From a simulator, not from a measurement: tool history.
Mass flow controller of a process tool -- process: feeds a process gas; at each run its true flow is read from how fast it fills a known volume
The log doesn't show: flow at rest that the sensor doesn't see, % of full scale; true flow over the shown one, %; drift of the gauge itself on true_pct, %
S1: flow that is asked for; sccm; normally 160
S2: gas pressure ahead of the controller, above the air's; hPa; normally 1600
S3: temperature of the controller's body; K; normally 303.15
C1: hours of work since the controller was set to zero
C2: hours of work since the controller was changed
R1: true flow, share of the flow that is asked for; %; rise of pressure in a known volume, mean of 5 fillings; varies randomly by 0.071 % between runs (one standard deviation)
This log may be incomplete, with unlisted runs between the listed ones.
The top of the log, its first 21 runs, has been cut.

run    hour   S1    S2      S3   C1   C2     R1
 22  1244.6  160  1600  303.15  526  526  98.60
 23  1313.0  160  1600  303.15  552  552  98.71
 24  1387.2  165  1570  293.15  581  581  97.86
 25  1457.5  165  1570  293.15  609  609  97.75
 26  1537.0  165  1570  293.15  640  640  97.66
 27  1572.3  109  1600  307.15  653  653  98.09
 28  1641.9   44  1930  296.15  681  681  96.39
 29  1681.1   59  2350  298.15  696  696  96.36
 30  1761.5   41  1930  303.15  727  727  96.71
 31  1824.9  160  1600  299.15  752  752  97.69
 32  1888.1   54  1580  303.15  777  777  97.06
 33  1928.3   54  1580  303.15  792  792  96.97
 34  1962.9   54  1580  303.15  806  806  96.86
 35  2021.1  163  1820  311.15  828  828  98.02
 36  2074.9  197  1600  303.15  849  849  97.93
 37  2152.3  197  1480  296.15  879  879  97.53
     2187.2  -- gauge calibrated
 38  2211.3  193  2610  303.15  902  902  99.75
 39  2290.3   41  2580  306.15  933  933  98.78

4 ways to go on from here, each from the tool as it stands after run 39. What would each give?
  A  2355.7   45  2140  306.15  959  959   ?
  B  2355.7  160  1600  304.15  959  959   ?
  C  2355.7   25  1590  306.15  959  959   ?
  D  2355.7   23  1600  295.15  959  959   ?

run      R1
  A   98.89
  B  100.19
  C   99.20
  D   98.44
Stripped of hidden state, with their random variation kept, the same runs would have yielded:
run      R1
  A   99.10
  B  100.41
  C   99.41
  D   98.64
